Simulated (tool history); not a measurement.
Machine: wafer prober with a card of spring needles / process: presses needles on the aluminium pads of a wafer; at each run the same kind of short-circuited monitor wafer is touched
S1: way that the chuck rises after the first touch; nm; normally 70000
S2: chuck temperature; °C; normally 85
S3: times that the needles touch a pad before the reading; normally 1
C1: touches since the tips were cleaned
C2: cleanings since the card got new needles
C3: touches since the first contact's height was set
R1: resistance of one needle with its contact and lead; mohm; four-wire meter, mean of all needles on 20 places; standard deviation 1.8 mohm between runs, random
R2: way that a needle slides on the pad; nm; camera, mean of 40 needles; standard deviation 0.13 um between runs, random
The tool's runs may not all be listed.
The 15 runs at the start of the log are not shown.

{"hour": 274.5, "done": "tips cleaned on abrasive film"}
{"run": 16, "hour": 291.0, "S1": 70000, "S2": 85, "S3": 1, "C1": 3454, "C2": 35, "C3": 224184, "R1": 314, "R2": 16310}
{"hour": 303.2, "done": "tips cleaned on abrasive film"}
{"run": 17, "hour": 309.2, "S1": 87000, "S2": 85, "S3": 1, "C1": 1252, "C2": 36, "C3": 227976, "R1": 235, "R2": 20560}
{"run": 18, "hour": 323.4, "S1": 70000, "S2": 85, "S3": 1, "C1": 4226, "C2": 36, "C3": 230950, "R1": 331, "R2": 16230}
{"hour": 332.2, "done": "tips cleaned on abrasive film"}
{"run": 19, "hour": 347.3, "S1": 62000, "S2": 33, "S3": 1, "C1": 3168, "C2": 37, "C3": 235942, "R1": 356, "R2": 14280}
{"hour": 360.3, "done": "tips cleaned on abrasive film"}
{"run": 20, "hour": 360.5, "S1": 83000, "S2": 33, "S3": 3, "C1": 27, "C2": 38, "C3": 238686, "R1": 186, "R2": 19670}
{"hour": 362.6, "done": "height of the first contact set anew"}
{"run": 21, "hour": 375.5, "S1": 54000, "S2": 51, "S3": 1, "C1": 3126, "C2": 38, "C3": 2716, "R1": 375, "R2": 13390}
{"hour": 390.0, "done": "tips cleaned on abrasive film"}
{"run": 22, "hour": 402.1, "S1": 53000, "S2": 25, "S3": 1, "C1": 2546, "C2": 39, "C3": 8266, "R1": 360, "R2": 13160}
{"hour": 419.1, "done": "tips cleaned on abrasive film"}
{"run": 23, "hour": 427.1, "S1": 53000, "S2": 25, "S3": 1, "C1": 1696, "C2": 40, "C3": 13500, "R1": 306, "R2": 13180}
{"hour": 447.6, "done": "tips cleaned on abrasive film"}
{"run": 24, "hour": 449.7, "S1": 53000, "S2": 25, "S3": 1, "C1": 436, "C2": 41, "C3": 18209, "R1": 252, "R2": 12840}
{"run": 25, "hour": 473.4, "S1": 53000, "S2": 25, "S3": 1, "C1": 5401, "C2": 41, "C3": 23174, "R1": 450, "R2": 12880}
{"hour": 476.0, "done": "tips cleaned on abrasive film"}
{"run": 26, "hour": 488.2, "S1": 70000, "S2": 85, "S3": 3, "C1": 2568, "C2": 42, "C3": 26264, "R1": 230, "R2": 17070}
{"hour": 504.0, "done": "tips cleaned on abrasive film"}
{"run": 27, "hour": 510.5, "S1": 86000, "S2": 46, "S3": 3, "C1": 1368, "C2": 43, "C3": 30918, "R1": 198, "R2": 20920}
{"hour": 532.3, "done": "tips cleaned on abrasive film"}
{"run": 28, "hour": 532.5, "S1": 86000, "S2": 46, "S3": 3, "C1": 43, "C2": 44, "C3": 35515, "R1": 186, "R2": 21320}
{"run": 29, "hour": 553.5, "S1": 86000, "S2": 46, "S3": 3, "C1": 4439, "C2": 44, "C3": 39911, "R1": 221, "R2": 21010}
{"hour": 560.4, "done": "tips cleaned on abrasive film"}
{"run": 30, "hour": 570.4, "S1": 65000, "S2": 108, "S3": 2, "C1": 2105, "C2": 45, "C3": 43437, "R1": 254, "R2": 15950}
{"hour": 588.4, "done": "tips cleaned on abrasive film"}
{"run": 31, "hour": 592.9, "S1": 70000, "S2": 85, "S3": 1, "C1": 948, "C2": 46, "C3": 48138, "R1": 243, "R2": 16920}
{"run": 32, "hour": 607.3, "S1": 63000, "S2": 85, "S3": 2, "C1": 3959, "C2": 46, "C3": 51149, "R1": 284, "R2": 15360}
{"hour": 617.2, "done": "tips cleaned on abrasive film"}
{"run": 33, "hour": 623.8, "S1": 63000, "S2": 85, "S3": 2, "C1": 1405, "C2": 47, "C3": 54608, "R1": 250, "R2": 15210}
{"run": 34, "hour": 637.6, "S1": 71000, "S2": 85, "S3": 2, "C1": 4289, "C2": 47, "C3": 57492, "R1": 268, "R2": 17310}
{"hour": 644.8, "done": "tips cleaned on abrasive film"}
{"run": 35, "hour": 650.5, "S1": 86000, "S2": 85, "S3": 2, "C1": 1200, "C2": 48, "C3": 60181, "R1": 214, "R2": 21030}

3 options for the next run, each taken on its own from the tool as it stands now. Forecast them:
{"run": "A", "hour": 671.7, "S1": 72000, "S2": 48, "S3": 2, "C1": 5641, "C2": 48, "C3": 64622, "R1": "?", "R2": "?"}
{"run": "B", "hour": 671.7, "S1": 60000, "S2": 30, "S3": 2, "C1": 5641, "C2": 48, "C3": 64622, "R1": "?", "R2": "?"}
{"run": "C", "hour": 671.7, "S1": 86000, "S2": 76, "S3": 2, "C1": 5641, "C2": 48, "C3": 64622, "R1": "?", "R2": "?"}

run=A R1=274 R2=17580
run=B R1=315 R2=14590
run=C R1=255 R2=21010
With no hidden state in the tool, these same runs would have given:
run=A R1=181 R2=17830
run=B R1=182 R2=14840
run=C R1=188 R2=21260
